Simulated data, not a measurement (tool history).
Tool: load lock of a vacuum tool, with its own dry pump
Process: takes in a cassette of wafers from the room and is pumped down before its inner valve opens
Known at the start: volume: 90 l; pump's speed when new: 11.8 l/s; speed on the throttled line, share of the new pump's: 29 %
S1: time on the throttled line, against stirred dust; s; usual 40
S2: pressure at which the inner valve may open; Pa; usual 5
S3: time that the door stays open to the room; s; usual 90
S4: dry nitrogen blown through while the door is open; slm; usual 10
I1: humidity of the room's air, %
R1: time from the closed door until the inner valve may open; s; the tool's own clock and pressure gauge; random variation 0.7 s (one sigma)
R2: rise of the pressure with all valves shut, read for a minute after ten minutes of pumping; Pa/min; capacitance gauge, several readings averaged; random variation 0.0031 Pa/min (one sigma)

run	hour	S1	S2	S3	S4	I1	R1	R2
1	0.0	40	5	90	10	39.8	112.0	0.143
2	402.0	40	5	90	10	45.3	112.4	0.152
3	840.4	64	5	90	10	46.1	128.6	0.155
4	1315.2	64	5	90	10	45.9	130.4	0.165
5	1777.2	40	5	32	10	43.9	114.5	0.133
6	2297.5	40	5	32	10	44.8	115.9	0.138
7	2754.2	40	5	32	10	42.7	117.2	0.135
8	3147.5	40	5	32	10	48.0	115.3	0.149
9	3556.3	40	5	32	10	40.8	115.4	0.144
10	4117.1	40	5	32	10	46.7	116.7	0.161
11	4728.9	25	5	90	10	43.8	108.9	0.188
# hour 4835.1: dry pump taken out, an overhauled one fitted
12	5319.4	40	5	90	10	44.6	106.3	0.197
13	5827.2	40	7	90	10	42.7	104.3	0.199
14	6228.5	35	8	90	14	42.3	99.0	0.209
15	6649.2	35	8	90	14	43.0	100.4	0.208
16	7115.2	43	7	175	10	47.9	107.5	0.257
17	7468.6	43	7	175	10	44.2	107.3	0.261
18	7999.0	29	5	90	10	38.6	101.0	0.221
19	8266.0	40	5	90	5	42.8	108.1	0.239
20	8551.1	40	5	90	5	47.6	109.2	0.248
21	8828.9	40	5	147	34	46.2	109.7	0.234
22	9192.8	40	5	224	34	41.5	110.3	0.243
23	9591.1	24	7	81	15	46.9	96.4	0.243
24	10082.2	40	5	160	8	39.6	110.4	0.277
25	10608.6	40	7	180	10	44.1	108.9	0.303
26	10977.1	67	7	220	10	44.2	126.9	0.323

4 ways to go on from here, each from the tool as it stands after run 26. What would each give?
A	11371.1	44	10	220	10	43.1	?	?
B	11371.1	72	5	90	10	49.6	?	?
C	11371.1	67	7	129	10	44.0	?	?
D	11371.1	67	7	209	17	48.4	?	?

run	R1	R2
A	108.5	0.333
B	134.3	0.280
C	129.1	0.288
D	126.9	0.310
Without the tool's hidden state the same runs would have given:
run	R1	R2
A	101.1	0.120
B	127.1	0.069
C	122.3	0.079
D	120.1	0.102

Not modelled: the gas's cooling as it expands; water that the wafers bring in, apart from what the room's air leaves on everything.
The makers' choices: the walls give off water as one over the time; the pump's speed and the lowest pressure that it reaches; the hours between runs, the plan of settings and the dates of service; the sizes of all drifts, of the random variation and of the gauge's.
